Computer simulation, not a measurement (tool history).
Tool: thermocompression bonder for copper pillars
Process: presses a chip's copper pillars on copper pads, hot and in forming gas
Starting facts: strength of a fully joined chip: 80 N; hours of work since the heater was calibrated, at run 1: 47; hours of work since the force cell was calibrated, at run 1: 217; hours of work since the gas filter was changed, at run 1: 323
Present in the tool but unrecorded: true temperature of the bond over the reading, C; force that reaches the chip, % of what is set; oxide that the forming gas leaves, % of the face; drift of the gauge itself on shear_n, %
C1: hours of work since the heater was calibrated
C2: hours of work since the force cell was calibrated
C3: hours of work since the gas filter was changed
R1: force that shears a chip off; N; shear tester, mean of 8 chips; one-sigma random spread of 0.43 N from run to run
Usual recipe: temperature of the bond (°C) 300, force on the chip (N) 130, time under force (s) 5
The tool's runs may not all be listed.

run 1 hour=0 | temperature_of_the_bond_(°C)=300 force_on_the_chip_(N)=130 time_under_force_(s)=5 | C1=47 C2=217 C3=323 | R1=36.8
run 2 hour=10 | temperature_of_the_bond_(°C)=300 force_on_the_chip_(N)=130 time_under_force_(s)=5 | C1=52 C2=221 C3=327 | R1=38
run 3 hour=21.3 | temperature_of_the_bond_(°C)=300 force_on_the_chip_(N)=130 time_under_force_(s)=5 | C1=57 C2=227 C3=333 | R1=37.9
run 4 hour=27.1 | temperature_of_the_bond_(°C)=300 force_on_the_chip_(N)=130 time_under_force_(s)=5 | C1=60 C2=229 C3=336 | R1=37.4
-- hour=28.1 forming gas filter changed
run 5 hour=33.2 | temperature_of_the_bond_(°C)=282 force_on_the_chip_(N)=130 time_under_force_(s)=5 | C1=63 C2=232 C3=2 | R1=30.3
run 6 hour=40 | temperature_of_the_bond_(°C)=282 force_on_the_chip_(N)=130 time_under_force_(s)=3 | C1=66 C2=235 C3=6 | R1=23.9
run 7 hour=46.3 | temperature_of_the_bond_(°C)=282 force_on_the_chip_(N)=130 time_under_force_(s)=3 | C1=69 C2=238 C3=9 | R1=24.9
run 8 hour=55.3 | temperature_of_the_bond_(°C)=282 force_on_the_chip_(N)=103 time_under_force_(s)=3 | C1=73 C2=242 C3=13 | R1=18.8
run 9 hour=65.9 | temperature_of_the_bond_(°C)=300 force_on_the_chip_(N)=95 time_under_force_(s)=5 | C1=78 C2=247 C3=18 | R1=28.1
run 10 hour=78 | temperature_of_the_bond_(°C)=300 force_on_the_chip_(N)=130 time_under_force_(s)=5 | C1=84 C2=253 C3=24 | R1=37.1
run 11 hour=88.9 | temperature_of_the_bond_(°C)=300 force_on_the_chip_(N)=130 time_under_force_(s)=5 | C1=89 C2=258 C3=29 | R1=37.4
run 12 hour=94.5 | temperature_of_the_bond_(°C)=300 force_on_the_chip_(N)=130 time_under_force_(s)=5 | C1=92 C2=261 C3=31 | R1=36.1
run 13 hour=102.6 | temperature_of_the_bond_(°C)=305 force_on_the_chip_(N)=130 time_under_force_(s)=7 | C1=95 C2=265 C3=35 | R1=43.6
run 14 hour=116.2 | temperature_of_the_bond_(°C)=302 force_on_the_chip_(N)=98 time_under_force_(s)=6 | C1=102 C2=271 C3=42 | R1=30.7
run 15 hour=123.9 | temperature_of_the_bond_(°C)=300 force_on_the_chip_(N)=130 time_under_force_(s)=8 | C1=106 C2=275 C3=45 | R1=43.3
run 16 hour=135.2 | temperature_of_the_bond_(°C)=300 force_on_the_chip_(N)=152 time_under_force_(s)=7 | C1=111 C2=280 C3=51 | R1=48
run 17 hour=148.8 | temperature_of_the_bond_(°C)=300 force_on_the_chip_(N)=130 time_under_force_(s)=7 | C1=117 C2=287 C3=57 | R1=41.8
run 18 hour=160.2 | temperature_of_the_bond_(°C)=300 force_on_the_chip_(N)=130 time_under_force_(s)=7 | C1=123 C2=292 C3=62 | R1=41.7
run 19 hour=174.2 | temperature_of_the_bond_(°C)=300 force_on_the_chip_(N)=118 time_under_force_(s)=5 | C1=129 C2=299 C3=69 | R1=34.8
run 20 hour=184.2 | temperature_of_the_bond_(°C)=300 force_on_the_chip_(N)=118 time_under_force_(s)=5 | C1=134 C2=303 C3=74 | R1=33.3
run 21 hour=194.3 | temperature_of_the_bond_(°C)=305 force_on_the_chip_(N)=145 time_under_force_(s)=5 | C1=139 C2=308 C3=79 | R1=42.6
run 22 hour=202.7 | temperature_of_the_bond_(°C)=300 force_on_the_chip_(N)=138 time_under_force_(s)=5 | C1=143 C2=312 C3=83 | R1=38.4
run 23 hour=215.1 | temperature_of_the_bond_(°C)=300 force_on_the_chip_(N)=138 time_under_force_(s)=5 | C1=149 C2=318 C3=88 | R1=39.3
run 24 hour=221.1 | temperature_of_the_bond_(°C)=279 force_on_the_chip_(N)=138 time_under_force_(s)=14 | C1=152 C2=321 C3=91 | R1=44.4

Hidden condition of the tool, last listed run before each entry between runs versus first listed run after:
Run 4 -> run 5: forming gas filter changed (hour 28.1)
  true temperature of the bond over the reading, C: 0 -> -0.1; oxide that the forming gas leaves, % of the face: 0.64 -> 0.5
